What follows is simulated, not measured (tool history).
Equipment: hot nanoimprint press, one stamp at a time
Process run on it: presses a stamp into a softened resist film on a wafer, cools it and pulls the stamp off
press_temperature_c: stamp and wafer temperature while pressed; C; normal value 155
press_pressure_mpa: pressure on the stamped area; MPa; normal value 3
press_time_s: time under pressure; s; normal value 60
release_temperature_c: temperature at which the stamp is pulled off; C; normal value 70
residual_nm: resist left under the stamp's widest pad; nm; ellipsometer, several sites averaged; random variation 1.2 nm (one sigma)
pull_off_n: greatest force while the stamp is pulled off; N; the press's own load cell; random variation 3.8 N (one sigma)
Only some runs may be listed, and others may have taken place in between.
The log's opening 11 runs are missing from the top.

run,hour,press_temperature_c,press_pressure_mpa,press_time_s,release_temperature_c,residual_nm,pull_off_n
12,143.7,155,3,60,70,197.4,220
13,159.7,155,3,60,70,196.1,223
14,173.4,155,3,60,70,195.2,222
15,188.1,165,3,60,70,116.8,230
16,203.1,157,4.01,55,55,164.9,305
17,211.7,155,3,34,70,239.4,230
18,227.1,149,3,89,75,236.2,201
19,237.1,161,3,45,69,164.3,237
# hour 247.5: press's hydraulic seals changed and the load cell set to zero
20,253.9,154,3,60,70,209.2,235
21,269.4,154,3.84,60,63,194.1,285
22,282.4,150,3,55,70,254,246
23,292.2,150,3,55,70,254.6,234
# hour 311: plate thermocouple calibrated
24,312.1,159,3,55,65,149.3,260
25,319.7,154,2.07,55,67,220.6,250
26,338.5,154,3.58,55,63,181.5,293
27,347,154,2.67,55,73,201.6,210
28,359.7,159,2.67,40,68,177.6,246
29,377.6,152,4.71,40,68,203,253
30,388.2,155,4.15,40,68,183.8,254

What if the next run were any one of these 3? Each begins from the tool's condition after run 30:
A,401,155,4.15,40,60,?,?
B,401,156,4.09,52,70,?,?
C,401,155,2.6,114,69,?,?

run,residual_nm,pull_off_n
A,181.9,309
B,158.2,244
C,151,249
With the hidden condition removed and each run's random variation left untouched, the same runs would have given:
run,residual_nm,pull_off_n
A,179,237
B,155.5,187
C,148.3,190

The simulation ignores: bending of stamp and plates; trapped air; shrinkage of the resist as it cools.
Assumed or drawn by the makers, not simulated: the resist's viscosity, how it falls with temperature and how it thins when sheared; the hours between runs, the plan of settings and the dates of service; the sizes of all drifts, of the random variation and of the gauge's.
